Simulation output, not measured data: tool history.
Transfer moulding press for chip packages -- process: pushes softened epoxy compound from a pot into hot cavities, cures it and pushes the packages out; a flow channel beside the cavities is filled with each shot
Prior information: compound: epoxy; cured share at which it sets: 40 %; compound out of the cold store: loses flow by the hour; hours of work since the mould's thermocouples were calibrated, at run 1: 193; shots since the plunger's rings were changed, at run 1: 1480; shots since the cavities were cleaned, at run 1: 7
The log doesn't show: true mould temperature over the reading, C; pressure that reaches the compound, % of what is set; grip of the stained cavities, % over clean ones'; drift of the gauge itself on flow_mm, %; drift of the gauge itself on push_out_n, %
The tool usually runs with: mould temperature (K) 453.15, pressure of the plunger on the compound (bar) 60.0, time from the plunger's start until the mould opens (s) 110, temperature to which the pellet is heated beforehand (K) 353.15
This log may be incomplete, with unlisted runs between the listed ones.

| run | hour | mould temperature (K) | pressure of the plunger on the compound (bar) | time from the plunger's start until the mould opens (s) | temperature to which the pellet is heated beforehand (K) | hours of work since the mould's thermocouples were calibrated | shots since the plunger's rings were changed | shots since the cavities were cleaned | incoming compound's hours out of the cold store | length that the compound runs in the flow channel (mm) | greatest force on the pins that push the packages out (N) |
|---|---|---|---|---|---|---|---|---|---|---|---|
| 1 | 0.0 | 453.15 | 60.0 | 110 | 353.15 | 193 | 1480 | 7 | 42.2 | 875 | 288 |
|  | 67.4 | cavities cleaned with cleaning compound and waxed |
| 2 | 103.7 | 453.15 | 60.0 | 110 | 353.15 | 241 | 2220 | 263 | 28.4 | 880 | 387 |
|  | 136.3 | cavities cleaned with cleaning compound and waxed |
|  | 201.9 | cavities cleaned with cleaning compound and waxed |
| 3 | 208.1 | 453.15 | 60.0 | 110 | 353.15 | 289 | 2954 | 44 | 47.7 | 846 | 297 |
|  | 270.3 | cavities cleaned with cleaning compound and waxed |
| 4 | 270.3 | 453.15 | 60.0 | 110 | 353.15 | 318 | 3394 | 0 | 32.1 | 878 | 283 |
|  | 340.7 | cavities cleaned with cleaning compound and waxed |
| 5 | 370.5 | 453.15 | 60.0 | 110 | 353.15 | 365 | 4109 | 216 | 26.8 | 867 | 359 |
|  | 407.2 | cavities cleaned with cleaning compound and waxed |
| 6 | 463.6 | 453.15 | 60.0 | 110 | 353.15 | 408 | 4772 | 408 | 24.9 | 871 | 422 |
|  | 474.0 | cavities cleaned with cleaning compound and waxed |
| 7 | 527.8 | 460.15 | 60.0 | 110 | 353.15 | 438 | 5226 | 390 | 43.4 | 801 | 364 |
|  | 543.6 | cavities cleaned with cleaning compound and waxed |
| 8 | 594.0 | 460.15 | 60.0 | 110 | 353.15 | 469 | 5694 | 365 | 23.3 | 815 | 370 |
|  | 610.4 | cavities cleaned with cleaning compound and waxed |
|  | 680.0 | cavities cleaned with cleaning compound and waxed |
| 9 | 680.4 | 460.15 | 60.0 | 110 | 353.15 | 508 | 6298 | 3 | 43.1 | 798 | 245 |
|  | 741.3 | plunger's sealing rings changed |
|  | 748.2 | cavities cleaned with cleaning compound and waxed |
| 10 | 781.0 | 460.15 | 60.0 | 110 | 353.15 | 554 | 276 | 237 | 9.5 | 915 | 333 |
|  | 815.4 | cavities cleaned with cleaning compound and waxed |
| 11 | 853.2 | 460.15 | 49.8 | 110 | 353.15 | 587 | 788 | 273 | 22.4 | 802 | 355 |
|  | 886.2 | cavities cleaned with cleaning compound and waxed |
|  | 908.2 | mould's thermocouples calibrated |
| 12 | 920.0 | 449.15 | 46.0 | 109 | 351.15 | 6 | 1247 | 231 | 27.4 | 818 | 479 |
|  | 956.1 | cavities cleaned with cleaning compound and waxed |
| 13 | 989.7 | 449.15 | 46.0 | 109 | 351.15 | 38 | 1741 | 244 | 38.5 | 787 | 448 |
|  | 1023.0 | cavities cleaned with cleaning compound and waxed |
|  | 1089.6 | cavities cleaned with cleaning compound and waxed |
| 14 | 1089.6 | 459.15 | 60.0 | 110 | 353.15 | 84 | 2442 | 0 | 21.5 | 855 | 247 |
| 15 | 1141.2 | 454.15 | 52.9 | 136 | 353.15 | 108 | 2815 | 373 | 27.9 | 817 | 366 |
|  | 1159.5 | cavities cleaned with cleaning compound and waxed |
| 16 | 1203.1 | 453.15 | 60.0 | 110 | 362.15 | 137 | 3253 | 316 | 8.5 | 920 | 411 |
|  | 1223.7 | cavities cleaned with cleaning compound and waxed |
|  | 1292.8 | cavities cleaned with cleaning compound and waxed |
| 17 | 1296.3 | 452.15 | 60.0 | 101 | 359.15 | 179 | 3906 | 25 | 39.3 | 848 | 343 |
| 18 | 1341.3 | 445.15 | 51.1 | 110 | 349.15 | 201 | 4232 | 351 | 28.5 | 848 | 676 |
|  | 1357.6 | cavities cleaned with cleaning compound and waxed |
| 19 | 1395.8 | 445.15 | 51.1 | 110 | 349.15 | 226 | 4615 | 277 | 43.1 | 810 | 589 |
|  | 1430.1 | cavities cleaned with cleaning compound and waxed |
| 20 | 1481.9 | 455.15 | 60.0 | 94 | 353.15 | 266 | 5228 | 375 | 24.1 | 844 | 463 |
|  | 1495.3 | cavities cleaned with cleaning compound and waxed |
|  | 1566.6 | cavities cleaned with cleaning compound and waxed |
| 21 | 1569.4 | 455.15 | 60.0 | 101 | 353.15 | 306 | 5840 | 21 | 10.4 | 870 | 297 |
| 22 | 1612.1 | 455.15 | 60.0 | 101 | 353.15 | 326 | 6149 | 330 | 32.9 | 832 | 408 |

Pick out some run-to-run changes in length that the compound runs in the flow channel (mm). Of each, how much would a tool without hidden state show as well, from the settings, what came in and chance, and how much is left for the hidden state and any gauge scatter not in both results compared?
Run 9 -> 10: plunger's sealing rings changed, cavities cleaned with cleaning compound and waxed. length that the compound runs in the flow channel (mm) +117: hidden state +69, all else +48.
Run 10 -> 11: pressure of the plunger on the compound (bar) 60.0 -> 49.8, cavities cleaned with cleaning compound and waxed. length that the compound runs in the flow channel (mm) -113: hidden state -5, all else -108.
Run 13 -> 14: mould temperature (K) 449.15 -> 459.15, pressure of the plunger on the compound (bar) 46.0 -> 60.0, time from the plunger's start until the mould opens (s) 109 -> 110, temperature to which the pellet is heated beforehand (K) 351.15 -> 353.15, cavities cleaned with cleaning compound and waxed, cavities cleaned with cleaning compound and waxed. length that the compound runs in the flow channel (mm) +68: hidden state -11, all else +79.
